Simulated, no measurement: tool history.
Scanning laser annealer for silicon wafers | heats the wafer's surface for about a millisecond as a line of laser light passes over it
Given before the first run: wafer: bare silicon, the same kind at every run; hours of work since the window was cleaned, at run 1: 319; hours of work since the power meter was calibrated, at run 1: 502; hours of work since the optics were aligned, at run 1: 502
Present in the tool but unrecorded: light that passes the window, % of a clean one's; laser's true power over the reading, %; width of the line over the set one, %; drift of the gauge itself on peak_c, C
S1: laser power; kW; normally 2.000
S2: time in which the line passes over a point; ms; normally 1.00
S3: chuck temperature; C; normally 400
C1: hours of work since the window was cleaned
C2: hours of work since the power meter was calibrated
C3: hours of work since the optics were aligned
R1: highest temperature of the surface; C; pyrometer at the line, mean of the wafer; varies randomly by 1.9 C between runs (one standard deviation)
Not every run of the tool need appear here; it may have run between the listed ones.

run   hour     S1    S2   S3   C1   C2   C3    R1
  1    0.0  2.000  1.00  400  319  502  502  1168
       4.7  -- window over the wafer cleaned
  2   24.9  2.000  1.00  400   14  518  518  1191
  3   64.9  2.000  1.00  400   41  545  545  1194
  4  112.1  2.059  1.00  400   73  577  577  1212
  5  141.4  2.059  1.00  381   92  597  597  1189
  6  184.1  2.059  1.00  381  121  626  626  1186
  7  215.5  2.059  1.00  381  143  647  647  1182
  8  247.7  1.860  1.00  389  164  669  669  1117
  9  293.4  1.938  1.06  400  195  700  700  1177
 10  329.1  1.938  1.06  400  219  724  724  1175
 11  364.0  2.033  1.00  401  243  747  747  1189

Describe how what the log doesn't record of the tool's condition differs between the last listed run preceding each entry between runs and the first listed run following it.
From run 1 to run 2: window over the wafer cleaned (hour 4.7)
  light that passes the window, % of a clean one's: 96.54 -> 99.68; width of the line over the set one, %: 1.78 -> 1.82
  measured result minus the result with no hidden state, R1: -30 -> -6 C
